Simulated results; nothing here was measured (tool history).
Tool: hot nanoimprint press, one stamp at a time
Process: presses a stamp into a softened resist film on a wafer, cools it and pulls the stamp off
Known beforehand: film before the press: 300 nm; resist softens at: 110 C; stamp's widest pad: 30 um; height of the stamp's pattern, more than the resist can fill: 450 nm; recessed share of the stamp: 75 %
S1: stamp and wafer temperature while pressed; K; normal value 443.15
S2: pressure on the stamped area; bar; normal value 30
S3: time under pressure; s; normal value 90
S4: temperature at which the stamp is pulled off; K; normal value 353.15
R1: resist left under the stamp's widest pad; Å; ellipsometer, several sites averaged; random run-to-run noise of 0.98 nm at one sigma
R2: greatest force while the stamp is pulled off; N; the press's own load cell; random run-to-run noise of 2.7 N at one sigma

| run | day | S1 | S2 | S3 | S4 | R1 | R2 |
|---|---|---|---|---|---|---|---|
| 1 | 0 | 443.15 | 30 | 90 | 353.15 | 1503 | 137 |
| 2 | 0.454 | 443.15 | 30 | 90 | 353.15 | 1503 | 140 |
| 3 | 0.892 | 443.15 | 30 | 90 | 353.15 | 1513 | 140 |
| 4 | 1.325 | 443.15 | 30 | 90 | 353.15 | 1517 | 142 |
| 5 | 1.683 | 443.15 | 30 | 52 | 353.15 | 1808 | 139 |
| 6 | 2.279 | 443.15 | 30 | 90 | 349.15 | 1524 | 146 |
| 7 | 2.775 | 432.15 | 30 | 90 | 349.15 | 2494 | 151 |
| 8 | 3.108 | 443.15 | 37.8 | 90 | 353.15 | 1384 | 145 |
|  | 3.288 | plate thermocouple calibrated |
| 9 | 3.833 | 443.15 | 30 | 90 | 353.15 | 1585 | 139 |
| 10 | 4.3 | 443.15 | 30 | 90 | 353.15 | 1604 | 146 |
| 11 | 4.729 | 443.15 | 30 | 90 | 353.15 | 1603 | 142 |
|  | 5.042 | stamp cleaned and given a new release coat |
| 12 | 5.371 | 443.15 | 30 | 90 | 353.15 | 1598 | 133 |
| 13 | 5.933 | 443.15 | 30 | 90 | 353.15 | 1600 | 130 |
| 14 | 6.283 | 447.15 | 36.6 | 126 | 356.15 | 1023 | 123 |
|  | 6.733 | plate thermocouple calibrated, once more |
| 15 | 6.738 | 447.15 | 36.6 | 126 | 356.15 | 915 | 118 |
| 16 | 7.412 | 438.15 | 24 | 90 | 353.15 | 2011 | 125 |
| 17 | 7.854 | 450.15 | 30 | 48 | 353.15 | 1207 | 126 |
| 18 | 8.258 | 443.15 | 25.3 | 90 | 353.15 | 1532 | 123 |
| 19 | 8.654 | 443.15 | 24.6 | 90 | 360.15 | 1584 | 115 |
| 20 | 9.021 | 439.15 | 36.2 | 169 | 357.15 | 1348 | 123 |
| 21 | 9.583 | 439.15 | 26.2 | 121 | 357.15 | 1723 | 119 |
| 22 | 10.104 | 439.15 | 26.2 | 121 | 357.15 | 1722 | 125 |
| 23 | 10.604 | 443.15 | 30 | 90 | 339.15 | 1438 | 159 |
| 24 | 11.125 | 436.15 | 28.7 | 90 | 352.15 | 2111 | 131 |

4 ways to go on from here, each from the tool as it stands after run 24. What would each give?
| A | 11.408 | 436.15 | 28.7 | 172 | 358.15 | ? | ? |
| B | 11.408 | 453.15 | 30.1 | 90 | 342.15 | ? | ? |
| C | 11.408 | 443.15 | 30 | 122 | 346.15 | ? | ? |
| D | 11.408 | 436.15 | 35.1 | 46 | 348.15 | ? | ? |

| run | R1 | R2 |
|---|---|---|
| A | 1769 | 120 |
| B | 794 | 147 |
| C | 1293 | 146 |
| D | 2312 | 145 |
With no hidden state in the tool, these same runs would have given:
| run | R1 | R2 |
|---|---|---|
| A | 1716 | 113 |
| B | 766 | 139 |
| C | 1249 | 138 |
| D | 2265 | 137 |

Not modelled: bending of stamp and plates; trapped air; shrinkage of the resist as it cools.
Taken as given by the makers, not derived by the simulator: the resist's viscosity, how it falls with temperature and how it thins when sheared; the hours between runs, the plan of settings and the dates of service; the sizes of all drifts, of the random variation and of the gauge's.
